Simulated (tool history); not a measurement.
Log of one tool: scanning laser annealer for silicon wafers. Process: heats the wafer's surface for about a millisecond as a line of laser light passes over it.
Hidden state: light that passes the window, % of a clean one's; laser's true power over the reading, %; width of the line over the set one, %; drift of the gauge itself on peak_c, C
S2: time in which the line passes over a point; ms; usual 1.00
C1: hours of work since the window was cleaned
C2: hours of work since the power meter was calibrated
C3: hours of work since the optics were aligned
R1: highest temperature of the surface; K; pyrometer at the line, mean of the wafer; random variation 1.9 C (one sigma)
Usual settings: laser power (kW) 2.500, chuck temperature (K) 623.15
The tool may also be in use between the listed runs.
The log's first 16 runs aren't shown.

{"run": 17, "day": 9.017, "laser power (kW)": 2.5, "S2": 0.88, "chuck temperature (K)": 623.15, "C1": 702, "C2": 403, "C3": 585, "R1": 1322.15}
{"run": 18, "day": 9.717, "laser power (kW)": 2.5, "S2": 0.88, "chuck temperature (K)": 623.15, "C1": 711, "C2": 412, "C3": 594, "R1": 1317.15}
{"run": 19, "day": 10.096, "laser power (kW)": 2.5, "S2": 0.88, "chuck temperature (K)": 623.15, "C1": 715, "C2": 416, "C3": 598, "R1": 1320.15}
{"run": 20, "day": 10.633, "laser power (kW)": 2.5, "S2": 0.88, "chuck temperature (K)": 623.15, "C1": 722, "C2": 423, "C3": 605, "R1": 1320.15}
{"run": 21, "day": 11.375, "laser power (kW)": 2.735, "S2": 1.0, "chuck temperature (K)": 623.15, "C1": 732, "C2": 433, "C3": 615, "R1": 1466.15}
{"run": 22, "day": 12.117, "laser power (kW)": 2.735, "S2": 1.12, "chuck temperature (K)": 627.15, "C1": 741, "C2": 442, "C3": 624, "R1": 1526.15}
{"run": 23, "day": 12.492, "laser power (kW)": 2.138, "S2": 1.02, "chuck temperature (K)": 611.15, "C1": 746, "C2": 447, "C3": 629, "R1": 1221.15}
{"run": 24, "day": 12.9, "laser power (kW)": 2.138, "S2": 1.1, "chuck temperature (K)": 611.15, "C1": 751, "C2": 452, "C3": 634, "R1": 1249.15}
{"run": 25, "day": 13.325, "laser power (kW)": 2.5, "S2": 1.0, "chuck temperature (K)": 618.15, "C1": 757, "C2": 458, "C3": 640, "R1": 1362.15}
{"run": 26, "day": 13.75, "laser power (kW)": 2.75, "S2": 1.0, "chuck temperature (K)": 618.15, "C1": 762, "C2": 463, "C3": 645, "R1": 1463.15}
{"run": 27, "day": 14.25, "laser power (kW)": 2.75, "S2": 1.0, "chuck temperature (K)": 618.15, "C1": 769, "C2": 470, "C3": 652, "R1": 1462.15}
{"run": 28, "day": 14.942, "laser power (kW)": 2.5, "S2": 1.16, "chuck temperature (K)": 585.15, "C1": 777, "C2": 478, "C3": 660, "R1": 1395.15}
{"run": 29, "day": 15.408, "laser power (kW)": 2.303, "S2": 1.05, "chuck temperature (K)": 616.15, "C1": 783, "C2": 484, "C3": 666, "R1": 1297.15}
{"run": 30, "day": 15.917, "laser power (kW)": 2.303, "S2": 1.05, "chuck temperature (K)": 616.15, "C1": 790, "C2": 491, "C3": 673, "R1": 1300.15}
{"run": 31, "day": 16.504, "laser power (kW)": 2.303, "S2": 0.71, "chuck temperature (K)": 640.15, "C1": 797, "C2": 498, "C3": 680, "R1": 1185.15}
{"run": 32, "day": 17.204, "laser power (kW)": 2.468, "S2": 0.96, "chuck temperature (K)": 603.15, "C1": 806, "C2": 507, "C3": 689, "R1": 1313.15}
{"run": 33, "day": 17.762, "laser power (kW)": 2.468, "S2": 0.96, "chuck temperature (K)": 603.15, "C1": 814, "C2": 515, "C3": 697, "R1": 1312.15}
{"day": 17.896, "done": "window over the wafer cleaned"}
{"run": 34, "day": 18.35, "laser power (kW)": 2.462, "S2": 0.95, "chuck temperature (K)": 636.15, "C1": 6, "C2": 521, "C3": 703, "R1": 1386.15}
{"run": 35, "day": 18.754, "laser power (kW)": 2.462, "S2": 0.95, "chuck temperature (K)": 636.15, "C1": 11, "C2": 526, "C3": 708, "R1": 1387.15}

Forecast run 36:
{"run": 36, "day": 19.45, "laser power (kW)": 2.462, "S2": 0.95, "chuck temperature (K)": 636.15, "C1": 20, "C2": 535, "C3": 717, "R1": "?"}

{"run 36": {"R1": 1385.15}}
Without the tool's hidden state the same run would have given R1 1401.15 K.
